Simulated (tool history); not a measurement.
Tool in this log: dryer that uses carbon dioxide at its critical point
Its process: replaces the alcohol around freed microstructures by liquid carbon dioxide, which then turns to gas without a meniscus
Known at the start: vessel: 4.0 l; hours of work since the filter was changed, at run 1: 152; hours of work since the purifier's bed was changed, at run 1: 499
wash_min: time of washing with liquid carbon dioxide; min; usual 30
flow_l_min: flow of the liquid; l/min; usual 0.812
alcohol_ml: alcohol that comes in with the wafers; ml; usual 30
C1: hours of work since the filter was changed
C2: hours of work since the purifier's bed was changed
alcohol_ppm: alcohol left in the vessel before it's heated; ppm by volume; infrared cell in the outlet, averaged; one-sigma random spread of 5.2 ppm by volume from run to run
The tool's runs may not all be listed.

run 1 hour=0.0 | wash_min=30 flow_l_min=0.812 alcohol_ml=30 | C1=152 C2=499 | alcohol_ppm=197
run 2 hour=22.4 | wash_min=30 flow_l_min=0.812 alcohol_ml=30 | C1=167 C2=515 | alcohol_ppm=205
run 3 hour=53.8 | wash_min=30 flow_l_min=0.812 alcohol_ml=30 | C1=190 C2=537 | alcohol_ppm=212
run 4 hour=82.8 | wash_min=30 flow_l_min=0.812 alcohol_ml=30 | C1=210 C2=558 | alcohol_ppm=216
run 5 hour=105.1 | wash_min=30 flow_l_min=0.812 alcohol_ml=30 | C1=226 C2=574 | alcohol_ppm=226
-- hour=134.9 inlet filter changed
run 6 hour=134.9 | wash_min=30 flow_l_min=0.812 alcohol_ml=43 | C1=0 C2=594 | alcohol_ppm=210
run 7 hour=159.7 | wash_min=30 flow_l_min=0.812 alcohol_ml=30 | C1=18 C2=611 | alcohol_ppm=185
run 8 hour=172.4 | wash_min=30 flow_l_min=0.812 alcohol_ml=30 | C1=27 C2=620 | alcohol_ppm=184
run 9 hour=187.3 | wash_min=30 flow_l_min=0.812 alcohol_ml=47 | C1=37 C2=631 | alcohol_ppm=239
run 10 hour=213.6 | wash_min=30 flow_l_min=0.812 alcohol_ml=30 | C1=56 C2=650 | alcohol_ppm=181
run 11 hour=233.5 | wash_min=30 flow_l_min=0.812 alcohol_ml=30 | C1=70 C2=664 | alcohol_ppm=196
run 12 hour=256.1 | wash_min=30 flow_l_min=0.812 alcohol_ml=82 | C1=86 C2=680 | alcohol_ppm=410
run 13 hour=269.0 | wash_min=30 flow_l_min=0.812 alcohol_ml=82 | C1=95 C2=689 | alcohol_ppm=426
run 14 hour=296.0 | wash_min=30 flow_l_min=0.812 alcohol_ml=30 | C1=114 C2=708 | alcohol_ppm=207
run 15 hour=321.3 | wash_min=30 flow_l_min=0.812 alcohol_ml=30 | C1=132 C2=726 | alcohol_ppm=208
run 16 hour=349.5 | wash_min=30 flow_l_min=0.812 alcohol_ml=30 | C1=152 C2=746 | alcohol_ppm=222
run 17 hour=367.4 | wash_min=30 flow_l_min=0.812 alcohol_ml=30 | C1=164 C2=758 | alcohol_ppm=234
run 18 hour=392.7 | wash_min=30 flow_l_min=0.769 alcohol_ml=30 | C1=182 C2=776 | alcohol_ppm=282
run 19 hour=407.5 | wash_min=30 flow_l_min=0.769 alcohol_ml=113 | C1=193 C2=787 | alcohol_ppm=807
run 20 hour=431.0 | wash_min=30 flow_l_min=0.769 alcohol_ml=113 | C1=209 C2=803 | alcohol_ppm=838
run 21 hour=460.2 | wash_min=30 flow_l_min=0.769 alcohol_ml=113 | C1=230 C2=824 | alcohol_ppm=883
-- hour=484.8 inlet filter changed
run 22 hour=492.3 | wash_min=30 flow_l_min=0.769 alcohol_ml=113 | C1=5 C2=846 | alcohol_ppm=579
run 23 hour=522.5 | wash_min=35 flow_l_min=0.812 alcohol_ml=30 | C1=27 C2=867 | alcohol_ppm=142
run 24 hour=546.5 | wash_min=41 flow_l_min=0.812 alcohol_ml=50 | C1=44 C2=884 | alcohol_ppm=129
run 25 hour=562.0 | wash_min=41 flow_l_min=0.812 alcohol_ml=50 | C1=55 C2=895 | alcohol_ppm=130
run 26 hour=591.0 | wash_min=34 flow_l_min=0.812 alcohol_ml=28 | C1=75 C2=915 | alcohol_ppm=156
run 27 hour=609.5 | wash_min=30 flow_l_min=0.738 alcohol_ml=30 | C1=88 C2=929 | alcohol_ppm=271
run 28 hour=638.0 | wash_min=44 flow_l_min=0.812 alcohol_ml=21 | C1=108 C2=949 | alcohol_ppm=120
run 29 hour=662.9 | wash_min=44 flow_l_min=0.812 alcohol_ml=21 | C1=126 C2=966 | alcohol_ppm=113
run 30 hour=681.3 | wash_min=44 flow_l_min=0.720 alcohol_ml=30 | C1=139 C2=979 | alcohol_ppm=148
run 31 hour=708.7 | wash_min=34 flow_l_min=0.797 alcohol_ml=68 | C1=158 C2=999 | alcohol_ppm=307
run 32 hour=739.5 | wash_min=23 flow_l_min=0.812 alcohol_ml=58 | C1=180 C2=1020 | alcohol_ppm=820
run 33 hour=765.4 | wash_min=23 flow_l_min=0.812 alcohol_ml=58 | C1=198 C2=1039 | alcohol_ppm=878
run 34 hour=788.8 | wash_min=24 flow_l_min=0.691 alcohol_ml=31 | C1=215 C2=1055 | alcohol_ppm=669
run 35 hour=808.4 | wash_min=24 flow_l_min=0.691 alcohol_ml=109 | C1=229 C2=1069 | alcohol_ppm=2173
run 36 hour=831.8 | wash_min=24 flow_l_min=0.691 alcohol_ml=109 | C1=245 C2=1085 | alcohol_ppm=2172
-- hour=835.4 inlet filter changed
run 37 hour=850.0 | wash_min=43 flow_l_min=0.663 alcohol_ml=86 | C1=10 C2=1098 | alcohol_ppm=249
run 38 hour=874.4 | wash_min=43 flow_l_min=0.663 alcohol_ml=86 | C1=28 C2=1115 | alcohol_ppm=262
run 39 hour=897.2 | wash_min=18 flow_l_min=0.579 alcohol_ml=86 | C1=44 C2=1131 | alcohol_ppm=3652
run 40 hour=909.9 | wash_min=22 flow_l_min=0.845 alcohol_ml=22 | C1=53 C2=1140 | alcohol_ppm=338
run 41 hour=939.6 | wash_min=22 flow_l_min=0.845 alcohol_ml=22 | C1=74 C2=1161 | alcohol_ppm=359
run 42 hour=955.0 | wash_min=23 flow_l_min=0.812 alcohol_ml=30 | C1=84 C2=1172 | alcohol_ppm=431
run 43 hour=981.7 | wash_min=19 flow_l_min=1.102 alcohol_ml=51 | C1=103 C2=1191 | alcohol_ppm=514
run 44 hour=1008.2 | wash_min=40 flow_l_min=0.812 alcohol_ml=30 | C1=122 C2=1209 | alcohol_ppm=162
run 45 hour=1039.5 | wash_min=45 flow_l_min=0.722 alcohol_ml=95 | C1=144 C2=1232 | alcohol_ppm=239
run 46 hour=1055.9 | wash_min=30 flow_l_min=0.512 alcohol_ml=30 | C1=156 C2=1243 | alcohol_ppm=749

Subtracting, for every run, the result it would have given without the tool's unlogged condition from the measured result gives the following. The same run-to-run variation enters both numbers; the gauge's scatter may not:
Hidden conditions of the tool in this case: flow that reaches the vessel past the clogged filter, %; alcohol in the recycled carbon dioxide, ppm; drift of the gauge itself on alcohol_ppm, %.
run=1 alcohol_ppm=+88
run=2 alcohol_ppm=+95
run=3 alcohol_ppm=+104
run=4 alcohol_ppm=+114
run=5 alcohol_ppm=+122
run=6 alcohol_ppm=+60
run=7 alcohol_ppm=+66
run=8 alcohol_ppm=+71
run=9 alcohol_ppm=+80
run=10 alcohol_ppm=+78
run=11 alcohol_ppm=+85
run=12 alcohol_ppm=+132
run=13 alcohol_ppm=+139
run=14 alcohol_ppm=+103
run=15 alcohol_ppm=+108
run=16 alcohol_ppm=+116
run=17 alcohol_ppm=+126
run=18 alcohol_ppm=+142
run=19 alcohol_ppm=+330
run=20 alcohol_ppm=+360
run=21 alcohol_ppm=+402
run=22 alcohol_ppm=+94
run=23 alcohol_ppm=+91
run=24 alcohol_ppm=+94
run=25 alcohol_ppm=+91
run=26 alcohol_ppm=+102
run=27 alcohol_ppm=+120
run=28 alcohol_ppm=+98
run=29 alcohol_ppm=+102
run=30 alcohol_ppm=+111
run=31 alcohol_ppm=+164
run=32 alcohol_ppm=+293
run=33 alcohol_ppm=+327
run=34 alcohol_ppm=+261
run=35 alcohol_ppm=+721
run=36 alcohol_ppm=+755
run=37 alcohol_ppm=+113
run=38 alcohol_ppm=+123
run=39 alcohol_ppm=+274
run=40 alcohol_ppm=+133
run=41 alcohol_ppm=+145
run=42 alcohol_ppm=+161
run=43 alcohol_ppm=+192
run=44 alcohol_ppm=+128
run=45 alcohol_ppm=+165
run=46 alcohol_ppm=+257
